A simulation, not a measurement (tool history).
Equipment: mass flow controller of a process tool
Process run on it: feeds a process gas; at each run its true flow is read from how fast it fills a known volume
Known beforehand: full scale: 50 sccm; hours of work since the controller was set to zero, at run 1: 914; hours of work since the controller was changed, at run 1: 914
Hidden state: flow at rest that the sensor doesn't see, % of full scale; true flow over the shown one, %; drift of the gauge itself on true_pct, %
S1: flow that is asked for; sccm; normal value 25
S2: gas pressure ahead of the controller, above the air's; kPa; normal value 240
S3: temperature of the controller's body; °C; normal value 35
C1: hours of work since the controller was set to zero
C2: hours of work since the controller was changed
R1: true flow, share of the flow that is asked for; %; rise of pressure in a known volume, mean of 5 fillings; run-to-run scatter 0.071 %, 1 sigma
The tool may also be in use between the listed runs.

run,day,S1,S2,S3,C1,C2,R1
1,0,25,240,35,914,914,99.78
2,10.608,25,240,35,1000,1000,99.69
3,19.371,25,240,35,1071,1071,99.87
4,26.154,25,184,35,1126,1126,99.42
5,34.675,25,240,22,1195,1195,100.33
6,45.375,25,240,22,1282,1282,100.33
7,55.217,25,240,22,1362,1362,100.38
8,64.967,25,196,35,1441,1441,99.66
9,73.354,25,240,35,1509,1509,100.06
10,83.617,25,240,35,1592,1592,100.13
11,92.971,25,240,34,1668,1668,100.06
12,100.792,25,240,34,1731,1731,100.08
13,111.221,25,240,34,1816,1816,100.11
14,119.638,25,240,34,1884,1884,100.01
15,128.117,25,240,34,1953,1953,100.16
# day 128.762: controller's zero set anew
16,135.438,11,220,27,54,2012,102.34
17,141.338,11,220,27,102,2060,102.24
18,146.762,25,167,35,146,2104,100.43
19,151.817,27,202,23,187,2145,100.69
20,157.975,9,240,26,237,2195,103.43
21,162.988,25,268,39,278,2236,100.75
22,167.45,25,273,22,314,2272,101.47
23,176.792,8,165,38,390,2348,103.25
24,183.233,8,165,38,442,2400,103.43
25,187.912,28,193,38,480,2438,100.26
# day 189.033: controller's zero set anew, once more
26,193.746,8,146,22,38,2485,98.65
27,201.854,8,146,22,104,2551,98.61
28,208.304,16,256,24,156,2603,99.63

Here are 4 independent what-if runs from the current tool condition. What would each one return?
A,216.112,31,273,21,220,2667,?
B,216.112,16,273,24,220,2667,?
C,216.112,9,256,24,220,2667,?
D,216.112,25,240,35,220,2667,?

run,R1
A,100.01
B,99.6
C,99.43
D,99.08
Without the tool's unlogged condition, the same runs would have read:
run,R1
A,100.34
B,99.85
C,99.56
D,99.39

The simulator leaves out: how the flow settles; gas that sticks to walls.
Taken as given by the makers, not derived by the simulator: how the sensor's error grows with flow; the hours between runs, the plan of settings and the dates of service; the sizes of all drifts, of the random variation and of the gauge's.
